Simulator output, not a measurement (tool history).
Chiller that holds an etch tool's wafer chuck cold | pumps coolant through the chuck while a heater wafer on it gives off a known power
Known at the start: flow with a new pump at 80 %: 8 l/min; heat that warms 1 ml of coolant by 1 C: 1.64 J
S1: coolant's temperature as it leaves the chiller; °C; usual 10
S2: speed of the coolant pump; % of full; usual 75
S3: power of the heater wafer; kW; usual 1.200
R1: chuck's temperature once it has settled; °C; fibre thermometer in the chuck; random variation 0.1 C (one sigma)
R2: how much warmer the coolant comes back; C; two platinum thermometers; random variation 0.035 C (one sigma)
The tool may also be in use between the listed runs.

run	day	S1	S2	S3	R1	R2
1	0.000	10	75	1.200	25.2	5.91
2	2.433	10	75	1.200	25.1	5.90
3	5.246	10	94	1.200	22.5	4.76
4	9.121	10	94	1.200	22.7	4.70
5	11.400	10	94	1.200	22.7	4.76
6	13.538	10	94	1.200	22.6	4.70
7	16.188	10	94	1.200	22.8	4.77
8	19.829	10	94	1.200	23.0	4.80
9	23.929	10	94	1.200	22.8	4.74
10	28.188	10	88	1.217	23.9	5.18
11	30.767	10	88	1.217	24.0	5.23
# day 31.162: coolant pump overhauled
12	34.958	5	65	0.808	17.2	4.64
13	38.004	10	87	0.638	17.7	2.73
14	41.175	12	79	1.338	28.8	6.36
15	44.608	12	60	0.856	25.8	5.30
16	46.483	10	75	0.939	22.6	4.71
17	49.525	10	71	0.625	19.1	3.36
18	51.446	10	89	0.917	20.8	3.95

5 ways to go on from here, each from the tool as it stands after run 18. What would each give?
# day 51.833: coolant pump overhauled, once more
A	55.262	13	72	1.366	?	?
# day 51.833: coolant pump overhauled, once more
B	55.262	6	93	1.186	?	?
# day 51.833: coolant pump overhauled, once more
C	55.262	15	75	1.200	?	?
# day 51.833: coolant pump overhauled, once more
D	55.262	10	78	0.895	?	?
# day 51.833: coolant pump overhauled, once more
E	55.262	0	63	0.917	?	?

run	R1	R2
A	31.4	6.88
B	18.9	4.68
C	30.7	5.88
D	21.3	4.21
E	13.9	5.33
Without the tool's hidden state the same runs would have given:
run	R1	R2
A	29.6	6.86
B	17.5	4.66
C	29.0	5.86
D	20.0	4.20
E	12.4	5.31

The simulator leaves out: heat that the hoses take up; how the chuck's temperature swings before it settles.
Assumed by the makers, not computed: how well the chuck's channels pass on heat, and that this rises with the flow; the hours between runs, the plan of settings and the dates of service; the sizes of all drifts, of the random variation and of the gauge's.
